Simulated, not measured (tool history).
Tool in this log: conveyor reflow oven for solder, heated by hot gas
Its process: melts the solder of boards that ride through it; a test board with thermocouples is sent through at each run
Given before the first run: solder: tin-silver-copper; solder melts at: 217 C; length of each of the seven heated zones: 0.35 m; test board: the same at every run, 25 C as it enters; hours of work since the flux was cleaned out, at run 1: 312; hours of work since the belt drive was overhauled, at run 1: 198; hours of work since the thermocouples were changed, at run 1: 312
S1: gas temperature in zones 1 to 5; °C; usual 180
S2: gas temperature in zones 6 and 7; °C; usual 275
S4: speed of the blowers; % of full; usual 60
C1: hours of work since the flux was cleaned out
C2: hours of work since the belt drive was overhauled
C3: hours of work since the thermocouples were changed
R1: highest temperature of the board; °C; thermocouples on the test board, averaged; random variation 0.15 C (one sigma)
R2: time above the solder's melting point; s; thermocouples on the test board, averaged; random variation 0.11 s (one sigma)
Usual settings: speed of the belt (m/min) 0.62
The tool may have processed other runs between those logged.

Run 1, hour 0: usual settings; C1 312; C2 198; C3 312. Result: R1 257.2 °C, R2 55 s.
Run 2, hour 38.5: usual settings; C1 338; C2 224; C3 338. Result: R1 256.5 °C, R2 55.1 s.
Run 3, hour 63.6: usual settings; C1 355; C2 241; C3 355. Result: R1 256.4 °C, R2 54.7 s.
Run 4, hour 103.5: usual settings but speed of the belt (m/min) 0.661; C1 382; C2 267; C3 382. Result: R1 254.1 °C, R2 49.6 s.
Run 5, hour 122.2: usual settings but speed of the belt (m/min) 0.661; C1 394; C2 280; C3 394. Result: R1 253.9 °C, R2 49.5 s.
Run 6, hour 146.1: usual settings but speed of the belt (m/min) 0.661; C1 410; C2 296; C3 410. Result: R1 253.7 °C, R2 49.2 s.
Run 7, hour 177.3: usual settings but speed of the belt (m/min) 0.661; C1 431; C2 317; C3 431. Result: R1 253.9 °C, R2 49.5 s.
Run 8, hour 216.2: usual settings but speed of the belt (m/min) 0.661; C1 458; C2 343; C3 458. Result: R1 253.5 °C, R2 49.2 s.
At hour 222.9: belt drive overhauled, speed set with a stopwatch.
At hour 231.9: flux residue cleaned out of gas plates and filters.
Run 9, hour 252.3: usual settings but speed of the belt (m/min) 0.661; C1 14; C2 16; C3 476. Result: R1 257.1 °C, R2 52.1 s.

Run 10 is up next; what results do you expect?
Run 10, hour 285.6: usual settings but S1 169 °C, S2 282 °C, speed of the belt (m/min) 0.726, S4 65 % of full; C1 36; C2 39; C3 498. Result: R1 ?, R2 ?.

Logged for run 10: R1 259.3 °C, R2 45.1 s.
Minus the tool's unlogged condition, the same run would have read R1 259 °C, R2 44.5 s.
